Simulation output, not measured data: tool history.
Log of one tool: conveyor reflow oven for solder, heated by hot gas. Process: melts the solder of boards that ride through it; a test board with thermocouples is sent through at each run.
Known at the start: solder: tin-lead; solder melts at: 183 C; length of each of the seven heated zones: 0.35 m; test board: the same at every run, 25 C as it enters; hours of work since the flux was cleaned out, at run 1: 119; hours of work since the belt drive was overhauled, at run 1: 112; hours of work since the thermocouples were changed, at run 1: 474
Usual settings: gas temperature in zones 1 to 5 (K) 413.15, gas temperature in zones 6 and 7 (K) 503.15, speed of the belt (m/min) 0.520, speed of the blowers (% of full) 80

run   hour  gas temperature in zones 1 to 5 (K)  gas temperature in zones 6 and 7 (K)  speed of the belt (m/min)  speed of the blowers (% of full)  hours of work since the flux was cleaned out  hours of work since the belt drive was overhauled  hours of work since the thermocouples were changed  highest temperature of the board (K)  time above the solder's melting point (s)
  1    0.0                               413.15                                503.15                      0.520                                80                                           119                                                112                                                 474                                490.95                                       62.3
  2    7.1                               413.15                                503.15                      0.520                                80                                           123                                                116                                                 478                                490.95                                       61.6
  3   14.1                               413.15                                503.15                      0.520                                80                                           127                                                120                                                 482                                490.75                                       62.1
  4   18.9                               413.15                                503.15                      0.520                                80                                           130                                                123                                                 485                                490.05                                       61.8
  5   27.0                               413.15                                503.15                      0.520                                80                                           134                                                128                                                 490                                489.95                                       61.8
  6   36.5                               413.15                                503.15                      0.520                                80                                           140                                                133                                                 495                                490.15                                       61.6
  7   45.5                               413.15                                517.15                      0.520                                80                                           145                                                138                                                 500                                502.75                                       69.9
  8   52.9                               413.15                                517.15                      0.520                                80                                           149                                                143                                                 504                                502.65                                       69.8
  9   58.6                               413.15                                517.15                      0.520                                80                                           153                                                146                                                 508                                502.85                                       69.9
 10   64.7                               413.15                                517.15                      0.520                                80                                           156                                                149                                                 511                                502.85                                       70.2
 11   70.5                               413.15                                503.15                      0.479                                80                                           159                                                153                                                 515                                492.45                                       69.3
 12   80.4                               413.15                                503.15                      0.578                                80                                           165                                                158                                                 520                                486.55                                       52.0
 13   85.3                               413.15                                503.15                      0.533                                80                                           168                                                161                                                 523                                489.55                                       59.9
 14   91.7                               413.15                                503.15                      0.533                                80                                           172                                                165                                                 527                                489.55                                       59.5
 15   96.2                               413.15                                503.15                      0.520                                80                                           174                                                168                                                 529                                490.45                                       61.5
 16  104.9                               413.15                                503.15                      0.520                                80                                           179                                                173                                                 534                                489.75                                       61.8
 17  115.1                               413.15                                503.15                      0.458                                82                                           185                                                178                                                 540                                493.75                                       73.8
 18  123.5                               413.15                                503.15                      0.458                                82                                           190                                                183                                                 545                                493.65                                       74.0
 19  128.3                               409.15                                496.15                      0.469                                82                                           193                                                186                                                 548                                486.55                                       64.3
 20  136.8                               413.15                                503.15                      0.498                                63                                           198                                                191                                                 553                                488.15                                       62.7
 21  142.8                               413.15                                503.15                      0.608                                80                                           201                                                194                                                 556                                485.35                                       47.5
 22  153.1                               398.15                                497.15                      0.608                                80                                           207                                                200                                                 562                                477.35                                       34.9
 23  158.8                               398.15                                497.15                      0.608                                80                                           210                                                204                                                 565                                476.75                                       35.2
 24  168.9                               425.15                                499.15                      0.608                                80                                           216                                                209                                                 571                                483.75                                       51.7
 25  174.9                               425.15                                499.15                      0.554                                75                                           219                                                213                                                 575                                485.95                                       59.2
 26  179.4                               421.15                                514.15                      0.554                                75                                           222                                                215                                                 577                                498.85                                       65.6
 27  185.8                               402.15                                503.15                      0.475                                80                                           226                                                219                                                 581                                490.35                                       64.7
 28  193.3                               402.15                                503.15                      0.475                                80                                           230                                                223                                                 585                                490.75                                       64.1
 29  201.5                               413.15                                503.15                      0.556                                67                                           235                                                228                                                 590                                485.65                                       52.5
 30  206.0                               413.15                                511.15                      0.556                                67                                           237                                                231                                                 593                                492.05                                       58.6

The same runs without the tool's hidden state, with the same run-to-run variation:
The hidden state here: heat that the gas passes to the board, % of a clean oven's; belt's true speed, % of the reading; true gas temperature in zones 6 and 7 over the reading, C; drift of the gauge itself on peak_c, C; drift of the gauge itself on liquid_s, %.
run  highest temperature of the board (K)  time above the solder's melting point (s)
  1                                491.05                                       62.7
  2                                491.05                                       62.0
  3                                490.85                                       62.6
  4                                490.25                                       62.2
  5                                490.05                                       62.2
  6                                490.25                                       62.1
  7                                503.05                                       70.2
  8                                502.95                                       70.2
  9                                503.25                                       70.3
 10                                503.25                                       70.5
 11                                492.55                                       69.8
 12                                487.15                                       52.8
 13                                489.95                                       60.6
 14                                489.95                                       60.2
 15                                490.75                                       62.2
 16                                490.15                                       62.6
 17                                493.95                                       74.4
 18                                493.85                                       74.6
 19                                486.85                                       65.3
 20                                488.55                                       63.4
 21                                486.25                                       48.7
 22                                478.45                                       36.6
 23                                477.95                                       37.0
 24                                484.45                                       52.8
 25                                486.45                                       60.1
 26                                499.65                                       66.3
 27                                491.05                                       65.8
 28                                491.45                                       65.3
 29                                486.55                                       53.7
 30                                492.95                                       59.6
